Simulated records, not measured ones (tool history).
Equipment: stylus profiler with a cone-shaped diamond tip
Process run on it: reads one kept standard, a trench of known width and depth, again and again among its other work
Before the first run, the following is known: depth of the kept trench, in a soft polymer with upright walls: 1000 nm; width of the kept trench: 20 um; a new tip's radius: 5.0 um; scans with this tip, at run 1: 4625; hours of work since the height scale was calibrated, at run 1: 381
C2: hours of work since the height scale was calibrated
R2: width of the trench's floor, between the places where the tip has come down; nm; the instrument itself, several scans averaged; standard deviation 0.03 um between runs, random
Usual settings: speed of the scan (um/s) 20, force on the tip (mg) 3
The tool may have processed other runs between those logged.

Run 1, day 0: usual settings; scans with this tip 4625; C2 381. Result: depth of the trench (Å) 10128.6, R2 13680 nm.
Run 2, day 0.404: usual settings; scans with this tip 4693; C2 387. Result: depth of the trench (Å) 10122.1, R2 13730 nm.
Run 3, day 0.767: usual settings; scans with this tip 4755; C2 392. Result: depth of the trench (Å) 10125.5, R2 13780 nm.
Run 4, day 1.225: usual settings; scans with this tip 4832; C2 398. Result: depth of the trench (Å) 10130.2, R2 13710 nm.
Run 5, day 1.792: usual settings; scans with this tip 4927; C2 406. Result: depth of the trench (Å) 10127.5, R2 13660 nm.
Run 6, day 2.462: usual settings; scans with this tip 5040; C2 415. Result: depth of the trench (Å) 10128.1, R2 13690 nm.
Run 7, day 2.817: usual settings but force on the tip (mg) 1.49; scans with this tip 5100; C2 420. Result: depth of the trench (Å) 10074.7, R2 13660 nm.
Run 8, day 3.383: usual settings but speed of the scan (um/s) 15; scans with this tip 5196; C2 428. Result: depth of the trench (Å) 10130, R2 13770 nm.
Run 9, day 3.796: usual settings but speed of the scan (um/s) 15; scans with this tip 5266; C2 434. Result: depth of the trench (Å) 10127.5, R2 13730 nm.
Run 10, day 4.45: usual settings but speed of the scan (um/s) 9; scans with this tip 5376; C2 443. Result: depth of the trench (Å) 10126, R2 13740 nm.
Run 11, day 4.938: usual settings but speed of the scan (um/s) 9; scans with this tip 5458; C2 450. Result: depth of the trench (Å) 10128, R2 13730 nm.
Run 12, day 5.404: usual settings but speed of the scan (um/s) 9; scans with this tip 5537; C2 456. Result: depth of the trench (Å) 10127.1, R2 13710 nm.
Run 13, day 5.992: usual settings but speed of the scan (um/s) 9; scans with this tip 5637; C2 464. Result: depth of the trench (Å) 10126, R2 13740 nm.
Run 14, day 6.483: usual settings but speed of the scan (um/s) 5; scans with this tip 5719; C2 471. Result: depth of the trench (Å) 10129.6, R2 13760 nm.
Run 15, day 6.812: usual settings but speed of the scan (um/s) 5; scans with this tip 5775; C2 476. Result: depth of the trench (Å) 10124, R2 13700 nm.
Run 16, day 7.338: usual settings but speed of the scan (um/s) 5; scans with this tip 5864; C2 483. Result: depth of the trench (Å) 10127.7, R2 13670 nm.
Run 17, day 7.933: usual settings but speed of the scan (um/s) 5; scans with this tip 5964; C2 491. Result: depth of the trench (Å) 10120.9, R2 13710 nm.
Run 18, day 8.504: usual settings but speed of the scan (um/s) 5; scans with this tip 6061; C2 499. Result: depth of the trench (Å) 10123.5, R2 13690 nm.
Run 19, day 8.867: usual settings but speed of the scan (um/s) 54; scans with this tip 6121; C2 504. Result: depth of the trench (Å) 10117.5, R2 13440 nm.
Run 20, day 9.621: usual settings but speed of the scan (um/s) 54; scans with this tip 6249; C2 515. Result: depth of the trench (Å) 10123.8, R2 13470 nm.
Run 21, day 10.271: usual settings but speed of the scan (um/s) 70, force on the tip (mg) 3.42; scans with this tip 6359; C2 524. Result: depth of the trench (Å) 10134, R2 13400 nm.
Run 22, day 10.621: usual settings but speed of the scan (um/s) 19, force on the tip (mg) 1.76; scans with this tip 6418; C2 529. Result: depth of the trench (Å) 10078.3, R2 13560 nm.
Run 23, day 11.371: usual settings but speed of the scan (um/s) 14, force on the tip (mg) 8.91; scans with this tip 6545; C2 539. Result: depth of the trench (Å) 10281.1, R2 13680 nm.
At day 11.462: height scale calibrated on a step standard.
Run 24, day 12.05: usual settings but speed of the scan (um/s) 14, force on the tip (mg) 8.91; scans with this tip 6655; C2 8. Result: depth of the trench (Å) 10264.2, R2 13640 nm.
Run 25, day 12.362: usual settings but speed of the scan (um/s) 14, force on the tip (mg) 8.91; scans with this tip 6708; C2 12. Result: depth of the trench (Å) 10260.9, R2 13670 nm.
Run 26, day 12.712: usual settings but speed of the scan (um/s) 15, force on the tip (mg) 8.73; scans with this tip 6768; C2 17. Result: depth of the trench (Å) 10256.8, R2 13630 nm.
Run 27, day 13.329: usual settings but speed of the scan (um/s) 25, force on the tip (mg) 2.5; scans with this tip 6871; C2 26. Result: depth of the trench (Å) 10090.1, R2 13530 nm.
At day 13.729: height scale calibrated on a step standard, once more.
Run 28, day 13.833: usual settings but speed of the scan (um/s) 25, force on the tip (mg) 1.06; scans with this tip 6953; C2 1. Result: depth of the trench (Å) 10073.3, R2 13510 nm.
Run 29, day 14.558: usual settings but speed of the scan (um/s) 7, force on the tip (mg) 2.7; scans with this tip 7075; C2 11. Result: depth of the trench (Å) 10135.7, R2 13620 nm.
Run 30, day 15.229: usual settings but speed of the scan (um/s) 7, force on the tip (mg) 2.7; scans with this tip 7189; C2 21. Result: depth of the trench (Å) 10133.5, R2 13630 nm.
Run 31, day 15.738: usual settings but speed of the scan (um/s) 7, force on the tip (mg) 2.7; scans with this tip 7274; C2 28. Result: depth of the trench (Å) 10137.8, R2 13610 nm.
Run 32, day 16.358: usual settings but speed of the scan (um/s) 16, force on the tip (mg) 2.7; scans with this tip 7379; C2 37. Result: depth of the trench (Å) 10132, R2 13570 nm.
Run 33, day 16.704: usual settings but speed of the scan (um/s) 7, force on the tip (mg) 4.48; scans with this tip 7437; C2 41. Result: depth of the trench (Å) 10190.3, R2 13630 nm.
Run 34, day 17.117: usual settings but speed of the scan (um/s) 19, force on the tip (mg) 4.12; scans with this tip 7507; C2 47. Result: depth of the trench (Å) 10181.1, R2 13610 nm.
Run 35, day 17.829: usual settings but speed of the scan (um/s) 27, force on the tip (mg) 6.59; scans with this tip 7627; C2 57. Result: depth of the trench (Å) 10247.7, R2 13500 nm.
Run 36, day 18.529: usual settings but speed of the scan (um/s) 27, force on the tip (mg) 1.03; scans with this tip 7746; C2 67. Result: depth of the trench (Å) 10067.4, R2 13390 nm.
Run 37, day 19.242: usual settings but speed of the scan (um/s) 15, force on the tip (mg) 1.03; scans with this tip 7866; C2 77. Result: depth of the trench (Å) 10064.7, R2 13460 nm.
Run 38, day 19.604: usual settings but speed of the scan (um/s) 61, force on the tip (mg) 2.28; scans with this tip 7927; C2 82. Result: depth of the trench (Å) 10118, R2 13280 nm.

Across each entry between runs, compare the hidden state at the last listed run before it with the hidden state at the first listed run after it:
Between runs 23 and 24: height scale calibrated on a step standard (day 11.462)
  radius of the tip, um: 5.44 -> 5.45; height scale over the true one, %: -0.236 -> -0.388
  measured value less the no-hidden-state value, depth of the trench (Å): -24.3 -> -40; R2: -290 -> -290 nm
Between runs 27 and 28: height scale calibrated on a step standard, once more (day 13.729)
  radius of the tip, um: 5.47 -> 5.48; height scale over the true one, %: -0.396 -> 0.011
  measured value less the no-hidden-state value, depth of the trench (Å): -40.1 -> +1.1; R2: -310 -> -310 nm
